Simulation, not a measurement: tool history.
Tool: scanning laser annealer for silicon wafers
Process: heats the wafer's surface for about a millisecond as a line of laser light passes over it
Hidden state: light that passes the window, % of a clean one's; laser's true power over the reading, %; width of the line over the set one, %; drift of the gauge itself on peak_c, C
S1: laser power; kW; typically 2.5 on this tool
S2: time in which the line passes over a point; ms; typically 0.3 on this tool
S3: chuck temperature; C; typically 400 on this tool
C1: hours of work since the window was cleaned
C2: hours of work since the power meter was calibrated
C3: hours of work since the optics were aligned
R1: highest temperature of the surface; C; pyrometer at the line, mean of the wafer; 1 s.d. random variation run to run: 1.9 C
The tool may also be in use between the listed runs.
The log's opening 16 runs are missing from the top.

run   hour     S1     S2   S3   C1   C2   C3    R1
 17  294.1    2.5  0.219  434  760  204  286  1097
 18  305.8    2.5  0.303  434  767  211  293  1195
 19  330.2  2.351  0.247  400  781  224  306  1048
 20  342.6  2.666  0.254  416  788  231  313  1174
 21  368.9  2.666  0.254  416  802  246  328  1175
 22  385.2    2.5  0.212  400  811  255  337  1052
 23  405.6    2.5  0.226  371  823  267  349  1038
 24  422.6    2.5  0.226  371  833  276  358  1037
 25  441.8    2.5  0.226  371  843  287  369  1040
 26    464   2.43  0.297  373  856  300  382  1094
 27  482.6   2.43  0.297  373  866  310  392  1100
 28  498.6  2.262  0.269  373  875  319  401  1013
 29  511.7  2.621  0.258  434  883  326  408  1177
 30  525.6    2.5  0.364  373  890  334  416  1192
 31  536.5   2.75    0.3  363  897  340  422  1199
 32  555.6   2.75    0.3  433  907  351  433  1267
     569.7  -- window over the wafer cleaned
 33  573.8  2.256  0.327  400    2  360  442  1135
 34  596.2  2.728  0.257  400   15  373  455  1225
 35  608.9  2.711  0.256  404   22  380  462  1219

Forecast each of these 3 alternatives for the next run:
  A  624.6  2.667  0.256  404  31  389  471   ?
  B  624.6  2.629   0.27  400  31  389  471   ?
  C  624.6  2.534   0.22  439  31  389  471   ?

run    R1
  A  1205
  B  1206
  C  1145
Without the tool's hidden state the same runs would have given:
run    R1
  A  1212
  B  1213
  C  1151
